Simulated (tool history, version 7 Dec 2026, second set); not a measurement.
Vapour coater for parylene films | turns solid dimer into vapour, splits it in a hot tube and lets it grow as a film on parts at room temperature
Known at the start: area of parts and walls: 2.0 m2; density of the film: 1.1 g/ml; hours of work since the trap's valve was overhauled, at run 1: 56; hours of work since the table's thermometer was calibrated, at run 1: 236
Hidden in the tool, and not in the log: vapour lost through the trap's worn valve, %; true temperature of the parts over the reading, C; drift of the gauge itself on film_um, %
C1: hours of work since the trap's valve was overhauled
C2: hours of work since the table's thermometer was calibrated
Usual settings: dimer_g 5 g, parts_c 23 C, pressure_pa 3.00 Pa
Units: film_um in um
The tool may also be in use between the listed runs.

run 1 day=0.000 | dimer_g=5 parts_c=23 pressure_pa=3.00 | C1=56 C2=236 | film_um=1.263
run 2 day=0.554 | dimer_g=5 parts_c=23 pressure_pa=3.00 | C1=67 C2=246 | film_um=1.255
run 3 day=1.138 | dimer_g=5 parts_c=23 pressure_pa=3.00 | C1=79 C2=258 | film_um=1.258
run 4 day=1.667 | dimer_g=5 parts_c=23 pressure_pa=3.00 | C1=89 C2=268 | film_um=1.262
run 5 day=2.017 | dimer_g=5 parts_c=23 pressure_pa=3.00 | C1=96 C2=275 | film_um=1.256
run 6 day=2.454 | dimer_g=5 parts_c=23 pressure_pa=3.00 | C1=104 C2=283 | film_um=1.255
run 7 day=2.892 | dimer_g=5 parts_c=23 pressure_pa=3.00 | C1=113 C2=292 | film_um=1.257
run 8 day=3.217 | dimer_g=5 parts_c=23 pressure_pa=3.00 | C1=119 C2=298 | film_um=1.257
run 9 day=3.500 | dimer_g=5 parts_c=23 pressure_pa=3.00 | C1=124 C2=304 | film_um=1.262
run 10 day=4.079 | dimer_g=5 parts_c=23 pressure_pa=3.00 | C1=136 C2=315 | film_um=1.250
run 11 day=4.708 | dimer_g=5 parts_c=23 pressure_pa=2.27 | C1=148 C2=327 | film_um=1.287
run 12 day=5.175 | dimer_g=4 parts_c=23 pressure_pa=3.00 | C1=157 C2=336 | film_um=0.986
run 13 day=5.675 | dimer_g=4 parts_c=23 pressure_pa=10.89 | C1=167 C2=346 | film_um=0.865
run 14 day=6.225 | dimer_g=3 parts_c=23 pressure_pa=3.00 | C1=177 C2=357 | film_um=0.752
run 15 day=6.829 | dimer_g=3 parts_c=23 pressure_pa=3.00 | C1=189 C2=368 | film_um=0.750
run 16 day=7.421 | dimer_g=8 parts_c=27 pressure_pa=6.34 | C1=201 C2=380 | film_um=1.598
run 17 day=7.758 | dimer_g=8 parts_c=16 pressure_pa=6.34 | C1=207 C2=386 | film_um=2.331
run 18 day=8.358 | dimer_g=8 parts_c=16 pressure_pa=6.34 | C1=219 C2=398 | film_um=2.324
run 19 day=8.662 | dimer_g=5 parts_c=24 pressure_pa=3.00 | C1=225 C2=404 | film_um=1.191
run 20 day=9.004 | dimer_g=2 parts_c=24 pressure_pa=7.96 | C1=231 C2=411 | film_um=0.434
run 21 day=9.550 | dimer_g=6 parts_c=27 pressure_pa=10.74 | C1=242 C2=421 | film_um=1.124
run 22 day=10.000 | dimer_g=4 parts_c=24 pressure_pa=6.40 | C1=251 C2=430 | film_um=0.884
run 23 day=10.367 | dimer_g=5 parts_c=21 pressure_pa=2.17 | C1=258 C2=437 | film_um=1.371
run 24 day=10.812 | dimer_g=4 parts_c=32 pressure_pa=2.59 | C1=266 C2=446 | film_um=0.745
run 25 day=11.200 | dimer_g=5 parts_c=29 pressure_pa=11.20 | C1=274 C2=453 | film_um=0.880
run 26 day=11.733 | dimer_g=3 parts_c=22 pressure_pa=11.20 | C1=284 C2=464 | film_um=0.670
run 27 day=12.325 | dimer_g=3 parts_c=22 pressure_pa=11.20 | C1=296 C2=475 | film_um=0.657
run 28 day=12.683 | dimer_g=3 parts_c=34 pressure_pa=3.15 | C1=303 C2=482 | film_um=0.505
run 29 day=13.333 | dimer_g=5 parts_c=34 pressure_pa=4.61 | C1=315 C2=495 | film_um=0.811

Measured less the same run without the tool's hidden state. The same run-to-run variation is in both; the gauge's scatter may not be:
run=1 film_um=-0.022
run=2 film_um=-0.023
run=3 film_um=-0.025
run=4 film_um=-0.025
run=5 film_um=-0.027
run=6 film_um=-0.028
run=7 film_um=-0.029
run=8 film_um=-0.030
run=9 film_um=-0.030
run=10 film_um=-0.032
run=11 film_um=-0.034
run=12 film_um=-0.028
run=13 film_um=-0.025
run=14 film_um=-0.022
run=15 film_um=-0.023
run=16 film_um=-0.052
run=17 film_um=-0.077
run=18 film_um=-0.079
run=19 film_um=-0.041
run=20 film_um=-0.015
run=21 film_um=-0.041
run=22 film_um=-0.033
run=23 film_um=-0.052
run=24 film_um=-0.029
run=25 film_um=-0.034
run=26 film_um=-0.027
run=27 film_um=-0.028
run=28 film_um=-0.021
run=29 film_um=-0.036
